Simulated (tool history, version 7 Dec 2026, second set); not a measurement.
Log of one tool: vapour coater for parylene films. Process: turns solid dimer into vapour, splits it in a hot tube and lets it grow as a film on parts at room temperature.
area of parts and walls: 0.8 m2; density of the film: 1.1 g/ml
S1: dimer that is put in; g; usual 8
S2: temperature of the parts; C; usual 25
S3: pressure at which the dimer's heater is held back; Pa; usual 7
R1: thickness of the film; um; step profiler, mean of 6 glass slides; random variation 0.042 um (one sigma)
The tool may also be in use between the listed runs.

run	hour	S1	S2	S3	R1
1	0	8	25	7	4.59
2	27.4	5	25	7	2.89
3	60.6	5	25	7	2.88
4	94.4	8	25	7	4.6
5	110.6	8	25	7	4.6
6	135.7	8	25	7	4.56
7	164.5	8	25	7	4.51
8	194.6	8	23	7	4.88
9	216.7	8	23	7	4.87
10	247.1	8	23	7	4.79
11	282	8	23	7	4.69
12	304.8	8	25	2.12	4.99
13	340.3	8	25	2.12	5.06
14	363.5	8	25	2.12	4.92
15	383.6	8	25	2.12	4.98
16	412	8	28	2.12	4.46
17	445.5	8	25	6.84	4.39
18	480.5	4	25	6.84	2.16
19	507.8	8	22	7	4.75
20	531.4	8	25	7	4.26
21	547.2	8	25	7	4.31
22	562.7	8	25	7	4.31
23	598.5	8	25	7	4.29
24	631	8	25	7	4.26
# hour 640.3: trap's valve overhauled
25	651.2	8	25	7	4.84
26	672.2	14	20	4.86	10.74
27	689.4	5	19	4.86	3.97
28	705.6	5	19	4.86	3.91
29	727.5	5	19	4.86	3.97
30	755.3	5	19	4.86	3.9
31	770.8	5	24	11.42	2.91
32	798.4	5	24	11.42	2.97
33	822.7	8	21	5.79	5.62
34	838.3	8	21	5.79	5.58
35	867.3	4	21	3.53	2.97
36	898.9	4	21	6.4	2.78
37	928.8	11	25	7	6.55
38	948.7	7	29	7	3.55
39	976.7	7	29	7	3.58
40	1005	7	29	7	3.48
41	1021.3	4	29	2.19	2.25
42	1050.6	4	34	3.51	1.76
43	1067.9	4	34	3.51	1.81
44	1090.3	11	25	3.51	6.86
45	1115.6	11	25	3.51	6.86
46	1130.6	4	26	11.27	2.08
47	1156.3	4	26	11.27	2.07

The same runs without the tool's hidden state, with the same run-to-run variation:
The hidden state here: vapour lost through the trap's worn valve, %; true temperature of the parts over the reading, C; drift of the gauge itself on film_um, %.
run	R1
1	4.76
2	3
3	3.01
4	4.83
5	4.84
6	4.81
7	4.78
8	5.19
9	5.2
10	5.14
11	5.05
12	5.39
13	5.49
14	5.36
15	5.43
16	4.89
17	4.83
18	2.39
19	5.28
20	4.75
21	4.82
22	4.83
23	4.83
24	4.83
25	4.76
26	10.6
27	3.93
28	3.88
29	3.95
30	3.89
31	2.91
32	2.98
33	5.66
34	5.63
35	3.01
36	2.83
37	6.69
38	3.64
39	3.68
40	3.59
41	2.32
42	1.83
43	1.88
44	7.16
45	7.18
46	2.18
47	2.18
